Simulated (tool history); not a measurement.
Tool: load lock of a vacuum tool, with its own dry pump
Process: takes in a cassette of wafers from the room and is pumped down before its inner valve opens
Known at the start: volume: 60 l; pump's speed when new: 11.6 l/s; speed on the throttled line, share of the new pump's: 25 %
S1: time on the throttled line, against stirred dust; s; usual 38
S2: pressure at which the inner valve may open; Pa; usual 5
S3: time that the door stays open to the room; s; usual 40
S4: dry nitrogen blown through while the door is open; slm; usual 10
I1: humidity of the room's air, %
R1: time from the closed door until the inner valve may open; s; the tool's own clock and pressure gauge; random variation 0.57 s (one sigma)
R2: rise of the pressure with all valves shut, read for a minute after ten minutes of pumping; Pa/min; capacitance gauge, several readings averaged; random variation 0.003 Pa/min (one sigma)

Run 1, day 0.000: usual settings; I1 42.5. Result: R1 81.9 s, R2 0.048 Pa/min.
Run 2, day 4.496: usual settings but S3 86 s; I1 47.2. Result: R1 81.8 s, R2 0.073 Pa/min.
Run 3, day 10.546: usual settings but S1 64 s; I1 43.5. Result: R1 101.1 s, R2 0.045 Pa/min.
Run 4, day 17.004: usual settings but S1 64 s; I1 45.8. Result: R1 101.7 s, R2 0.052 Pa/min.
Run 5, day 23.292: usual settings but S1 64 s; I1 42.7. Result: R1 101.3 s, R2 0.050 Pa/min.
Run 6, day 26.800: usual settings but S1 64 s; I1 45.7. Result: R1 101.9 s, R2 0.054 Pa/min.
Run 7, day 31.692: usual settings but S1 64 s; I1 43.8. Result: R1 101.7 s, R2 0.050 Pa/min.
Run 8, day 36.704: usual settings but S3 56 s; I1 46.0. Result: R1 81.8 s, R2 0.065 Pa/min.
Run 9, day 40.371: usual settings but S3 56 s; I1 47.7. Result: R1 82.1 s, R2 0.063 Pa/min.
Run 10, day 43.858: usual settings but S3 56 s; I1 43.3. Result: R1 82.9 s, R2 0.062 Pa/min.
Run 11, day 49.512: usual settings but S3 56 s; I1 45.1. Result: R1 83.3 s, R2 0.063 Pa/min.
Run 12, day 56.508: usual settings but S3 56 s; I1 48.2. Result: R1 83.4 s, R2 0.069 Pa/min.

The same runs without the tool's hidden state, with the same run-to-run variation:
The hidden state here: pump's speed, % of a new pump's; leak at the door's seal, Pa l/s; drift of the gauge itself on ready_s, %; drift of the gauge itself on rise_pa_min, %.
run     R1     R2
  1   80.2  0.037
  2   79.9  0.061
  3   99.5  0.032
  4  100.0  0.039
  5   99.5  0.035
  6  100.1  0.039
  7   99.9  0.034
  8   79.6  0.049
  9   79.8  0.046
 10   80.5  0.045
 11   80.8  0.045
 12   80.9  0.050

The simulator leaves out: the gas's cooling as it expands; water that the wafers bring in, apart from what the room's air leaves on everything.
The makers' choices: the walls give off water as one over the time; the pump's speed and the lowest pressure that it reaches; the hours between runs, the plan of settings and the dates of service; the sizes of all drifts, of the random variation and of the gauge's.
